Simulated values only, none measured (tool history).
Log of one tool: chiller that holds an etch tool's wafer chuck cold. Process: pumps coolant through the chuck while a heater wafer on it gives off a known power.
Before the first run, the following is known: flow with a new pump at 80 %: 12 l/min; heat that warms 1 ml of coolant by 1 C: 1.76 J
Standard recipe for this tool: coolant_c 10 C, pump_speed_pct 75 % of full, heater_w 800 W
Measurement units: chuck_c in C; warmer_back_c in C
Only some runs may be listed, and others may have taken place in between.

run      day  coolant_c  pump_speed_pct  heater_w  chuck_c  warmer_back_c
  1    0.000         10              75       800    16.08           2.57
  2    5.821         10              87       800    15.42           2.19
  3   10.100         10              70       800    16.33           2.80
  4   15.196         10              70       800    16.55           2.82
  5   20.142         10              70       800    16.43           2.81
  6   24.054         10              75       800    16.04           2.59
  7   26.904         10              75       800    16.25           2.61
  8   31.500         10              75       800    16.20           2.60
  9   36.612         10              75       800    16.35           2.61
 10   39.092         10              75       800    16.38           2.61
 11   41.625         10              75       800    16.34           2.63
 12   44.500         16              75       800    22.34           2.59
 13   47.708         16              75       800    22.34           2.61
 14   51.104         16              75       800    22.37           2.64
 15   55.125         16              75       800    22.30           2.62
      58.625  -- chiller's thermometer calibrated
 16   59.262         10              75       800    16.81           2.64
 17   62.062          4              62       800    11.91           3.24
 18   67.854         10              77       594    15.01           1.91
 19   71.721         17              84       594    21.81           1.73
 20   76.946         12              67       571    17.48           2.12
      77.675  -- coolant pump overhauled
 21   81.883         12              77       857    19.50           2.88
 22   86.021         12              75       551    16.94           1.90
 23   88.762         10              98       429    13.12           1.11
 24   92.046         10              88       856    16.90           2.50
 25   96.779          6              69       766    13.50           2.90
     100.383  -- coolant changed, channels flushed
 26  101.221          6              69       766    12.37           2.91
 27  104.412         11              80       756    16.67           2.43
     106.792  -- coolant pump overhauled, once more
 28  109.954         16              67       743    21.88           2.57

Predict the results of run 29:
 29  112.438         10              75       945        ?              ?

{"run 29": {"chuck_c": 16.78, "warmer_back_c": 2.92}}
Without the tool's hidden state the same run would have given chuck_c 16.70 C, warmer_back_c 2.91 C.
